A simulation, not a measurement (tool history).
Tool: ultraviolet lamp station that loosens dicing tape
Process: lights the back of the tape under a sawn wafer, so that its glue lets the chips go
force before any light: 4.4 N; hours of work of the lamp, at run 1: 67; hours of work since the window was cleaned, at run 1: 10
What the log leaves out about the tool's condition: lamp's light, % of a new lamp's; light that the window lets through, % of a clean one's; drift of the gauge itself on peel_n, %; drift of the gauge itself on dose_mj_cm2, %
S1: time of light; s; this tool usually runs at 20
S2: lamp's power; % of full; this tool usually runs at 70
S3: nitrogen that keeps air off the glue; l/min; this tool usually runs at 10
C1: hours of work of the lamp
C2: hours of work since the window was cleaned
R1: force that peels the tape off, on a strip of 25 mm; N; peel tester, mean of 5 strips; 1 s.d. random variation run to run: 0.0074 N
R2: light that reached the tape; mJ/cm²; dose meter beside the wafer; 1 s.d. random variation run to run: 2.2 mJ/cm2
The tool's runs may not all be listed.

run 1 day=0 | S1=20 S2=70 S3=10 | C1=67 C2=10 | R1=0.286 R2=184
run 2 day=1.858 | S1=20 S2=70 S3=10 | C1=90 C2=34 | R1=0.284 R2=179
run 3 day=3.892 | S1=20 S2=70 S3=10 | C1=116 C2=60 | R1=0.31 R2=181
run 4 day=5.942 | S1=20 S2=70 S3=10 | C1=142 C2=86 | R1=0.306 R2=173
run 5 day=7.4 | S1=20 S2=70 S3=10 | C1=161 C2=105 | R1=0.326 R2=175
run 6 day=9.179 | S1=20 S2=70 S3=11 | C1=184 C2=127 | R1=0.314 R2=170
run 7 day=10.925 | S1=20 S2=70 S3=11 | C1=206 C2=150 | R1=0.316 R2=173
run 8 day=12.888 | S1=20 S2=70 S3=10 | C1=231 C2=175 | R1=0.347 R2=165
run 9 day=14.45 | S1=20 S2=79 S3=10 | C1=251 C2=195 | R1=0.277 R2=187
run 10 day=15.733 | S1=20 S2=70 S3=3 | C1=267 C2=211 | R1=0.696 R2=165
run 11 day=17.788 | S1=10 S2=91 S3=10 | C1=293 C2=237 | R1=0.857 R2=106
run 12 day=19.238 | S1=20 S2=73 S3=10 | C1=312 C2=256 | R1=0.361 R2=167
run 13 day=20.346 | S1=12 S2=62 S3=4 | C1=326 C2=270 | R1=1.584 R2=82
run 14 day=22.233 | S1=10 S2=99 S3=8 | C1=350 C2=294 | R1=0.82 R2=112
run 15 day=23.2 | S1=27 S2=90 S3=16 | C1=362 C2=306 | R1=0.118 R2=273
run 16 day=24.512 | S1=18 S2=96 S3=9 | C1=379 C2=323 | R1=0.281 R2=190
run 17 day=26.567 | S1=20 S2=91 S3=15 | C1=405 C2=349 | R1=0.199 R2=192

Each row is a separate what-if for the run after 17, all from the same tool condition, not one after another. Results?
run A day=28.596 | S1=39 S2=71 S3=13 | C1=431 C2=375 | R1=? R2=?
run B day=28.596 | S1=32 S2=69 S3=6 | C1=431 C2=375 | R1=? R2=?
run C day=28.596 | S1=32 S2=89 S3=19 | C1=431 C2=375 | R1=? R2=?

run=A R1=0.113 R2=291
run=B R1=0.243 R2=237
run=C R1=0.095 R2=306
Without the tool's unlogged condition, the same runs would have read:
run=A R1=0.098 R2=364
run=B R1=0.162 R2=297
run=C R1=0.086 R2=382
